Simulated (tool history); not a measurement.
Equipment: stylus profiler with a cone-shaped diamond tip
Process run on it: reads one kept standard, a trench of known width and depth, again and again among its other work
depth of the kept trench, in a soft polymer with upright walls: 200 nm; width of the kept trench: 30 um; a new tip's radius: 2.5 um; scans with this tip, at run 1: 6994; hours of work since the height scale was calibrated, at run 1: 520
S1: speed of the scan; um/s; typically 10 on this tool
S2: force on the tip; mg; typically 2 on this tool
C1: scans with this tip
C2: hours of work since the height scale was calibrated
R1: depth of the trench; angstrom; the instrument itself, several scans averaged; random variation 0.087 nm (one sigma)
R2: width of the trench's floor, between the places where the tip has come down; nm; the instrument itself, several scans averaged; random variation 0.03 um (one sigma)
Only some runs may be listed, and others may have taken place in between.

{"run": 1, "hour": 0.0, "S1": 10, "S2": 2, "C1": 6994, "C2": 520, "R1": 2025.3, "R2": 28030}
{"run": 2, "hour": 10.3, "S1": 10, "S2": 2, "C1": 7080, "C2": 526, "R1": 2026.8, "R2": 28020}
{"run": 3, "hour": 23.3, "S1": 10, "S2": 2, "C1": 7188, "C2": 534, "R1": 2026, "R2": 27970}
{"run": 4, "hour": 37.7, "S1": 10, "S2": 2, "C1": 7309, "C2": 543, "R1": 2026.6, "R2": 27950}
{"run": 5, "hour": 50.6, "S1": 10, "S2": 2, "C1": 7417, "C2": 551, "R1": 2025.6, "R2": 27950}
{"run": 6, "hour": 66.0, "S1": 10, "S2": 4.14, "C1": 7545, "C2": 561, "R1": 2042.5, "R2": 28050}
{"run": 7, "hour": 83.0, "S1": 10, "S2": 4.14, "C1": 7687, "C2": 571, "R1": 2042.6, "R2": 27950}
{"run": 8, "hour": 93.8, "S1": 10, "S2": 4.14, "C1": 7777, "C2": 578, "R1": 2042.2, "R2": 27920}
{"run": 9, "hour": 103.8, "S1": 10, "S2": 4.14, "C1": 7860, "C2": 584, "R1": 2040.4, "R2": 28010}
{"run": 10, "hour": 121.3, "S1": 10, "S2": 5.44, "C1": 8007, "C2": 595, "R1": 2050.7, "R2": 27970}
{"run": 11, "hour": 137.8, "S1": 10, "S2": 3.97, "C1": 8145, "C2": 605, "R1": 2041.5, "R2": 27990}
{"run": 12, "hour": 154.8, "S1": 10, "S2": 3.97, "C1": 8286, "C2": 616, "R1": 2040.1, "R2": 28010}
{"run": 13, "hour": 165.3, "S1": 10, "S2": 3.97, "C1": 8374, "C2": 622, "R1": 2039.4, "R2": 27950}
{"run": 14, "hour": 176.3, "S1": 10, "S2": 3.97, "C1": 8466, "C2": 629, "R1": 2040.3, "R2": 27960}

Run 15 is up next; what results do you expect?
{"run": 15, "hour": 195.9, "S1": 4, "S2": 1.24, "C1": 8630, "C2": 641, "R1": "?", "R2": "?"}

R1: 2018.5 angstrom
R2: 28010 nm
If the tool had no hidden condition, the same run with the same run-to-run variation would have returned R1 2018.5 angstrom, R2 28040 nm.
